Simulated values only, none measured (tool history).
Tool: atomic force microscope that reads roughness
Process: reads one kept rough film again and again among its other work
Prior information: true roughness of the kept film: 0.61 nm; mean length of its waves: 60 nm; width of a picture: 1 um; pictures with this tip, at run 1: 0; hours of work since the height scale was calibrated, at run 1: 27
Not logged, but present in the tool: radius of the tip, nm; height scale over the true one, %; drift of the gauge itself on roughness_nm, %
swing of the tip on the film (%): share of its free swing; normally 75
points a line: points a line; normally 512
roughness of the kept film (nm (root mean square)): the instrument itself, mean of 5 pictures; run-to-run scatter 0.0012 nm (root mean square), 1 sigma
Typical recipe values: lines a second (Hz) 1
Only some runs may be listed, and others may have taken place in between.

run,hour,lines a second (Hz),swing of the tip on the film (%),points a line,pictures with this tip,hours of work since the height scale was calibrated,roughness of the kept film (nm (root mean square))
1,0,1,75,512,0,27,0.575
2,47.6,2.59,75,512,43,47,0.528
3,108,1,69,512,99,71,0.579
4,162.2,1,75,512,148,93,0.569
5,211.3,1.1,75,512,193,113,0.566
6,259.7,1.1,75,512,237,133,0.566
7,318.9,1.28,56,555,292,157,0.586
8,361.2,1.07,75,464,330,174,0.565
# hour 391.5: new tip fitted
9,399.3,1.07,75,464,7,190,0.572
10,440.1,1.07,75,464,44,206,0.571

What differs in the tool's unlogged condition from the final listed run ahead of each entry between runs to the first listed run following it?
Logged between run 8 and run 9: new tip fitted (hour 391.5)
  radius of the tip, nm: 33.8 -> 10.7; height scale over the true one, %: 0.3 -> 0.33
  measured less the result without the state, roughness of the kept film (nm (root mean square)): -0.007 -> +0.001

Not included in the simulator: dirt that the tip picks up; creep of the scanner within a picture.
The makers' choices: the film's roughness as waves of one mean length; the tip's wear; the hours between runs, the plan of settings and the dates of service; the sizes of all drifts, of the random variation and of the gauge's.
